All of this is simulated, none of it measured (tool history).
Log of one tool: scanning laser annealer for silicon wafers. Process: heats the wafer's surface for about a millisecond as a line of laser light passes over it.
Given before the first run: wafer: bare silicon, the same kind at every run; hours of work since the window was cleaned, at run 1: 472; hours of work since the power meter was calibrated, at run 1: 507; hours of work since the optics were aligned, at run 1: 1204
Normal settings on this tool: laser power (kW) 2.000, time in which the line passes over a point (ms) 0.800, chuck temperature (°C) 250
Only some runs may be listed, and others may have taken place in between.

| run | day | laser power (kW) | time in which the line passes over a point (ms) | chuck temperature (°C) | hours of work since the window was cleaned | hours of work since the power meter was calibrated | hours of work since the optics were aligned | highest temperature of the surface (°C) |
|---|---|---|---|---|---|---|---|---|
| 1 | 0.000 | 2.000 | 0.800 | 250 | 472 | 507 | 1204 | 948 |
| 2 | 1.050 | 2.000 | 0.800 | 250 | 489 | 524 | 1222 | 955 |
| 3 | 1.888 | 2.000 | 0.800 | 243 | 503 | 538 | 1236 | 944 |
| 4 | 2.942 | 2.000 | 0.800 | 243 | 521 | 556 | 1253 | 943 |
| 5 | 4.138 | 2.000 | 0.800 | 243 | 541 | 576 | 1273 | 941 |
|  | 4.667 | optics aligned, line set to its width |
| 6 | 5.225 | 2.000 | 0.800 | 243 | 556 | 591 | 9 | 943 |
| 7 | 5.983 | 2.000 | 0.800 | 243 | 568 | 603 | 22 | 947 |
| 8 | 6.825 | 1.745 | 0.629 | 219 | 582 | 617 | 36 | 731 |
| 9 | 7.942 | 1.745 | 0.629 | 212 | 601 | 636 | 55 | 725 |
| 10 | 8.475 | 1.745 | 0.629 | 212 | 610 | 645 | 64 | 727 |
| 11 | 9.704 | 2.161 | 0.568 | 250 | 630 | 666 | 84 | 878 |

Each run again, without the hidden state but with its own random variation kept:
Hidden state present: light that passes the window, % of a clean one's; laser's true power over the reading, %; width of the line over the set one, %; drift of the gauge itself on peak_c, C.
| run | highest temperature of the surface (°C) |
|---|---|
| 1 | 979 |
| 2 | 988 |
| 3 | 977 |
| 4 | 978 |
| 5 | 977 |
| 6 | 973 |
| 7 | 978 |
| 8 | 754 |
| 9 | 749 |
| 10 | 751 |
| 11 | 909 |
